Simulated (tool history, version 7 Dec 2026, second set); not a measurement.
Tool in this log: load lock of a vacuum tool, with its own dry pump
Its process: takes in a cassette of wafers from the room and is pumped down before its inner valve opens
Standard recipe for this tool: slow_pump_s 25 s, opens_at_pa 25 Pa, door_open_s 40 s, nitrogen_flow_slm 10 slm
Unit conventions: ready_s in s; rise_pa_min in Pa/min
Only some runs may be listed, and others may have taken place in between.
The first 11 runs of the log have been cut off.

run    hour  slow_pump_s  opens_at_pa  door_open_s  nitrogen_flow_slm  hours that the pump has run since its overhaul  times that the door has closed on its seal  incoming humidity of the room's air, %  ready_s  rise_pa_min
 12   885.9           25           25           40                 10                                            4796                                       16492                                    42.8     71.4        0.479
 13   979.6           25           25           40                 10                                            4890                                       16822                                    43.7     70.1         0.49
 14  1055.2           25           25           40                 10                                            4965                                       17089                                      47       70        0.499
 15  1153.6           25           25           40                 10                                            5064                                       17435                                    42.8     71.4        0.526
 16  1250.6           25           25           40                 10                                            5161                                       17777                                    46.1     71.1        0.527
 17  1305.5           25           25           40                 10                                            5216                                       17970                                      45       71        0.544
 18  1389.4           35           25           40                 10                                            5299                                       18266                                    40.9     78.5        0.553
 19  1474.9           35           25           40                 10                                            5385                                       18567                                    45.6     77.3        0.572
 20  1576.5           35           25           40                 10                                            5487                                       18925                                    46.3     78.4        0.578
 21  1636.6           35           25           40                 10                                            5547                                       19137                                    41.4     78.2        0.586
 22  1688.1           35           25           40                 10                                            5598                                       19318                                    43.3     77.8        0.619
 23  1767.8           35           25           40                 10                                            5678                                       19599                                      44     78.4        0.612
 24    1837           12           38           40                 10                                            5747                                       19843                                    44.8       60        0.626
 25    1921           33           47           65                 19                                            5831                                       20139                                    47.9     71.6        0.631
 26  1985.6           15           39          108                 10                                            5896                                       20367                                    43.1     60.7        0.652

Run 27 has not been measured yet. What should we expect?
 27  2065           13           23           40                 10                                            5975                                       20647                                    46.1        ?            ?

ready_s: 64.6 s
rise_pa_min: 0.666 Pa/min
Take away the tool's hidden state, keep the run-to-run variation as it was, and the same run would have given ready_s 61 s, rise_pa_min 0.016 Pa/min.
